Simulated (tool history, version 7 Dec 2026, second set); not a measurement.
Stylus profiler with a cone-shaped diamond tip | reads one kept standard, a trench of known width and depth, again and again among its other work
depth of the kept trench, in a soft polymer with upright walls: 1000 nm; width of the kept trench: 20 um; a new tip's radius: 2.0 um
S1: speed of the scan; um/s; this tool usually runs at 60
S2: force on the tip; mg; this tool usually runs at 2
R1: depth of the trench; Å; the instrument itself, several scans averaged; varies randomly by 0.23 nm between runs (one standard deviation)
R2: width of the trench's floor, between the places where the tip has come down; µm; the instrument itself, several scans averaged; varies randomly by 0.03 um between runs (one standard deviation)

| run | day | S1 | S2 | R1 | R2 |
|---|---|---|---|---|---|
| 1 | 0 | 60 | 2 | 10152.4 | 16.25 |
| 2 | 0.612 | 17 | 2 | 10150 | 16.32 |
| 3 | 1.233 | 17 | 2 | 10148.7 | 16.3 |
| 4 | 1.883 | 60 | 2 | 10151.1 | 16.24 |
| 5 | 2.292 | 60 | 2 | 10150.3 | 16.27 |
| 6 | 2.904 | 60 | 2 | 10147.6 | 16.2 |
| 7 | 3.471 | 60 | 2 | 10149.5 | 16.2 |
| 8 | 4.15 | 60 | 2 | 10149.6 | 16.17 |
| 9 | 4.575 | 91 | 2 | 10151.6 | 16.05 |
| 10 | 4.912 | 60 | 1.18 | 10106.5 | 16.09 |
| 11 | 5.533 | 60 | 2 | 10150.3 | 16.12 |
| 12 | 6.133 | 60 | 2 | 10153.1 | 16.11 |
| 13 | 6.746 | 60 | 2 | 10152.8 | 16.1 |
| 14 | 7.179 | 70 | 2 | 10151.9 | 16.09 |
| 15 | 7.725 | 70 | 2 | 10151.4 | 16.07 |
| 16 | 8.504 | 35 | 2 | 10155.5 | 16.11 |
| 17 | 8.925 | 60 | 2 | 10152.5 | 16.05 |
| 18 | 9.638 | 60 | 5.82 | 10303.4 | 16.19 |
| 19 | 10.417 | 60 | 5.82 | 10303.5 | 16.09 |
| 20 | 10.804 | 60 | 1.03 | 10103.1 | 15.99 |
| 21 | 11.342 | 95 | 4.48 | 10258.1 | 16.09 |
| 22 | 11.854 | 95 | 4.48 | 10256.5 | 15.98 |
| 23 | 12.417 | 88 | 1.17 | 10111.3 | 15.89 |
| 24 | 12.742 | 60 | 0.93 | 10098.7 | 15.93 |
| 25 | 13.108 | 16 | 2.15 | 10162.7 | 16.13 |
| 26 | 13.788 | 234 | 1.85 | 10150 | 15.61 |
| 27 | 14.125 | 234 | 0.77 | 10084.8 | 15.35 |
| 28 | 14.771 | 201 | 1.02 | 10104 | 15.53 |
| 29 | 15.321 | 178 | 1.02 | 10100.2 | 15.56 |
| 30 | 16.054 | 171 | 2.25 | 10168.4 | 15.75 |
| 31 | 16.771 | 16 | 2.25 | 10168 | 15.98 |
| 32 | 17.492 | 101 | 5.82 | 10306.1 | 15.87 |
| 33 | 18.025 | 101 | 5.82 | 10308.1 | 16 |
| 34 | 18.612 | 134 | 5.82 | 10309.2 | 15.92 |
| 35 | 19.279 | 54 | 1.91 | 10158.8 | 15.9 |
| 36 | 19.658 | 33 | 0.77 | 10095.1 | 15.86 |
| 37 | 20.329 | 33 | 0.77 | 10094 | 15.86 |
| 38 | 20.704 | 60 | 3.42 | 10222.1 | 15.91 |

Forecast each of these 5 alternatives for the next run:
| A | 21.262 | 15 | 3.73 | ? | ? |
| B | 21.262 | 60 | 1.21 | ? | ? |
| C | 21.262 | 42 | 4.62 | ? | ? |
| D | 21.262 | 40 | 3.77 | ? | ? |
| E | 21.262 | 179 | 2 | ? | ? |

| run | R1 | R2 |
|---|---|---|
| A | 10230.9 | 15.96 |
| B | 10117.4 | 15.78 |
| C | 10264.8 | 15.89 |
| D | 10234.2 | 15.87 |
| E | 10156.6 | 15.62 |
With the hidden condition removed and each run's random variation left untouched, the same runs would have given:
| run | R1 | R2 |
|---|---|---|
| A | 10215.1 | 16.55 |
| B | 10101.9 | 16.36 |
| C | 10249 | 16.47 |
| D | 10218.4 | 16.45 |
| E | 10140.9 | 16.21 |
